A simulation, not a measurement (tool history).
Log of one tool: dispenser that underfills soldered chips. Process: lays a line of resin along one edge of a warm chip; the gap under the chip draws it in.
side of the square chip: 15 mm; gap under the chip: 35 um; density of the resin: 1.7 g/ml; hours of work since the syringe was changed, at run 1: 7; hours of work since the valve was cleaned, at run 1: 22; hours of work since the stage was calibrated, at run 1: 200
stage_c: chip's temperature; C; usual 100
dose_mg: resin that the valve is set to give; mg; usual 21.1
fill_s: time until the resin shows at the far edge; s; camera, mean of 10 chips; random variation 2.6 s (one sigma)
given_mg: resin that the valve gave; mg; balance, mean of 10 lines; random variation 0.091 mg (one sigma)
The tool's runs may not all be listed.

run	hour	stage_c	dose_mg	hours of work since the syringe was changed	hours of work since the valve was cleaned	hours of work since the stage was calibrated	fill_s	given_mg
1	0	100	21.1	7	22	200	380	20.81
# hour 6.2: new syringe of resin
2	7.4	100	21.1	1	27	205	276.5	20.82
3	13.3	100	21.1	5	31	209	339.7	20.73
4	16.6	100	21.1	7	33	211	382.9	20.89
# hour 23: new syringe of resin
5	23.2	100	25.1	0	38	216	261	24.62
6	28.3	100	25.1	4	41	219	309.8	24.48
7	36	108	26.4	9	47	225	325.7	25.85
# hour 39.6: new syringe of resin
8	42.5	108	26.4	2	51	229	222.4	25.64
9	45.8	108	26.4	4	53	232	252.4	25.5
10	51.7	110	20.5	9	58	236	303.4	19.95
# hour 56.1: new syringe of resin
11	58.4	110	21.8	2	62	240	212.1	21.05

Measured less the same run without the tool's hidden state. The same run-to-run variation is in both; the gauge's scatter may not be:
The hidden state here: resin's viscosity, % of fresh resin's; dose that the valve gives, % of what is set; true chip temperature over the reading, C; drift of the gauge itself on fill_s, %; drift of the gauge itself on given_mg, %.
run	fill_s	given_mg
1	+126.6	-0.23
2	+18.3	-0.29
3	+81.2	-0.34
4	+124.1	-0.38
5	+11.4	-0.5
6	+62.4	-0.55
7	+127.2	-0.66
8	+28.6	-0.73
9	+56.8	-0.75
10	+112.3	-0.65
11	+28.8	-0.74

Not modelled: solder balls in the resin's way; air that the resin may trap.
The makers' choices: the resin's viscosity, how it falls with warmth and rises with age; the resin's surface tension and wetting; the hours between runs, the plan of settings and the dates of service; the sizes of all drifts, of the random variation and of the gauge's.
